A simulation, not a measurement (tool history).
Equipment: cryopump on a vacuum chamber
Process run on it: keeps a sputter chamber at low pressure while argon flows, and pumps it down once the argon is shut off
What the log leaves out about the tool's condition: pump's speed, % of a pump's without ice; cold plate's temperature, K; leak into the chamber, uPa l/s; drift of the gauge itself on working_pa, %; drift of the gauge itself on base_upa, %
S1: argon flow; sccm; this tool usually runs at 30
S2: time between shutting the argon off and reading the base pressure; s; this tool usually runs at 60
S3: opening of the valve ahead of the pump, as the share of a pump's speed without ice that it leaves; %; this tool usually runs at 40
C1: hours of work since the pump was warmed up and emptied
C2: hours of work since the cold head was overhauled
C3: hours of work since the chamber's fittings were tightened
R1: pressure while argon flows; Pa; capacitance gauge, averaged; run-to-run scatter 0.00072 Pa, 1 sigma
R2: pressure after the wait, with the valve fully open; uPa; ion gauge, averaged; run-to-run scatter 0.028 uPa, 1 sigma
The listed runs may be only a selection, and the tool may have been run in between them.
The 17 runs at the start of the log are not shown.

run,hour,S1,S2,S3,C1,C2,C3,R1,R2
18,255.1,45,60,40,743,743,1559,0.2207,2.31
19,265.7,45,60,40,752,752,1568,0.2213,2.17
20,284.4,38,60,40,767,767,1583,0.1873,2.32
21,297.9,21,60,40,778,778,1594,0.1025,2.31
22,313.9,27,60,35,791,791,1607,0.1505,2.3
23,330.6,41,187,15,805,805,1621,0.4972,1.61
24,344,41,268,19,816,816,1632,0.4025,1.55
25,361.1,13,60,40,830,830,1645,0.0649,2.38
# hour 367.1: pump warmed up, emptied and cooled again
26,384.2,13,60,40,14,844,1660,0.0569,1.96
27,399.5,27,181,40,26,857,1673,0.1175,1.33
28,413.7,30,104,52,38,868,1684,0.101,1.55
29,427.4,30,104,52,49,880,1695,0.1016,1.64
30,444.4,30,104,52,63,893,1709,0.1021,1.62
31,458.5,22,20,54,74,905,1721,0.0726,4.04
32,476.7,22,20,54,89,920,1736,0.0729,4.19
33,491.2,22,20,54,101,932,1747,0.0733,4.2

Here are 5 independent what-if runs from the current tool condition. What would each one return?
A,503.8,30,23,16,111,942,1758,?,?
B,503.8,22,143,26,111,942,1758,?,?
C,503.8,22,20,26,111,942,1758,?,?
D,503.8,22,35,31,111,942,1758,?,?
E,503.8,21,198,38,111,942,1758,?,?

run,R1,R2
A,0.3275,3.84
B,0.1483,1.5
C,0.1494,4.16
D,0.1254,2.7
E,0.0974,1.39
With the hidden condition removed and each run's random variation left untouched, the same runs would have given:
run,R1,R2
A,0.3246,3.08
B,0.1462,0.74
C,0.1473,3.41
D,0.1233,1.98
E,0.0954,0.65
